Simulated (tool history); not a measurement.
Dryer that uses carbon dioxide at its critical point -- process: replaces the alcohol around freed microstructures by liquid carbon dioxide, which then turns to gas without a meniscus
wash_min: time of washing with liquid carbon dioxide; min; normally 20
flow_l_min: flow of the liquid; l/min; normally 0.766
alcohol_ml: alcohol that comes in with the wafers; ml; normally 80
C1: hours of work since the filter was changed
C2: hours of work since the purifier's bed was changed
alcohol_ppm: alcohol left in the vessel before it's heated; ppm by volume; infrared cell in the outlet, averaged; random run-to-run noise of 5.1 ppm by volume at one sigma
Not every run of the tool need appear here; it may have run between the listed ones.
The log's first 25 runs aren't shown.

Run 26, hour 231.3: usual settings but wash_min 12 min, flow_l_min 0.516 l/min, alcohol_ml 25 ml; C1 173; C2 173. Result: alcohol_ppm 1150 ppm by volume.
Run 27, hour 243.5: usual settings but wash_min 12 min, flow_l_min 0.516 l/min, alcohol_ml 25 ml; C1 181; C2 181. Result: alcohol_ppm 1199 ppm by volume.
Run 28, hour 256.7: usual settings but wash_min 32 min; C1 190; C2 190. Result: alcohol_ppm 36 ppm by volume.
Run 29, hour 267.6: usual settings but wash_min 19 min, alcohol_ml 84 ml; C1 197; C2 197. Result: alcohol_ppm 203 ppm by volume.
Run 30, hour 278.4: usual settings but wash_min 19 min, alcohol_ml 84 ml; C1 204; C2 204. Result: alcohol_ppm 215 ppm by volume.
Run 31, hour 286.3: usual settings but wash_min 19 min, alcohol_ml 113 ml; C1 209; C2 209. Result: alcohol_ppm 279 ppm by volume.
Run 32, hour 296.4: usual settings but wash_min 12 min, flow_l_min 0.847 l/min, alcohol_ml 113 ml; C1 215; C2 215. Result: alcohol_ppm 1328 ppm by volume.
At hour 299.4: inlet filter changed.
Run 33, hour 307.4: usual settings but wash_min 12 min, flow_l_min 0.847 l/min, alcohol_ml 113 ml; C1 5; C2 222. Result: alcohol_ppm 728 ppm by volume.
Run 34, hour 315.3: usual settings but wash_min 12 min, flow_l_min 0.847 l/min, alcohol_ml 113 ml; C1 10; C2 227. Result: alcohol_ppm 722 ppm by volume.
Run 35, hour 324.9: usual settings but wash_min 12 min, flow_l_min 0.847 l/min, alcohol_ml 113 ml; C1 17; C2 233. Result: alcohol_ppm 752 ppm by volume.
Run 36, hour 332.6: usual settings but wash_min 12 min, flow_l_min 0.847 l/min, alcohol_ml 113 ml; C1 22; C2 238. Result: alcohol_ppm 778 ppm by volume.
Run 37, hour 338.2: usual settings but wash_min 25 min, flow_l_min 1.157 l/min, alcohol_ml 64 ml; C1 25; C2 242. Result: alcohol_ppm 30 ppm by volume.
Run 38, hour 344.6: usual settings but wash_min 25 min, flow_l_min 1.157 l/min, alcohol_ml 64 ml; C1 29; C2 246. Result: alcohol_ppm 25 ppm by volume.
Run 39, hour 350: usual settings but wash_min 23 min, alcohol_ml 52 ml; C1 33; C2 249. Result: alcohol_ppm 54 ppm by volume.
Run 40, hour 357.6: usual settings but wash_min 24 min, flow_l_min 0.942 l/min, alcohol_ml 73 ml; C1 38; C2 254. Result: alcohol_ppm 33 ppm by volume.
Run 41, hour 365.1: usual settings but wash_min 24 min, flow_l_min 0.942 l/min, alcohol_ml 73 ml; C1 43; C2 259. Result: alcohol_ppm 30 ppm by volume.
Run 42, hour 376.8: usual settings but wash_min 25 min, flow_l_min 0.917 l/min, alcohol_ml 73 ml; C1 50; C2 267. Result: alcohol_ppm 34 ppm by volume.
Run 43, hour 383: usual settings but wash_min 25 min, flow_l_min 0.917 l/min, alcohol_ml 73 ml; C1 54; C2 271. Result: alcohol_ppm 33 ppm by volume.
Run 44, hour 388.5: usual settings but wash_min 12 min, flow_l_min 0.57 l/min, alcohol_ml 33 ml; C1 58; C2 274. Result: alcohol_ppm 954 ppm by volume.
Run 45, hour 397.7: usual settings but wash_min 29 min, flow_l_min 0.57 l/min, alcohol_ml 27 ml; C1 64; C2 280. Result: alcohol_ppm 50 ppm by volume.
Run 46, hour 410.5: usual settings but wash_min 21 min, flow_l_min 0.665 l/min, alcohol_ml 39 ml; C1 72; C2 289. Result: alcohol_ppm 86 ppm by volume.

Run 47, settings as shown, results not yet in. Your forecast:
Run 47, hour 421.4: usual settings but wash_min 27 min, flow_l_min 0.51 l/min, alcohol_ml 56 ml; C1 79; C2 296. Result: alcohol_ppm ?.

{"run 47": {"alcohol_ppm": 119}}
The same run, on a tool lacking any hidden state, would have yielded alcohol_ppm 59 ppm by volume.
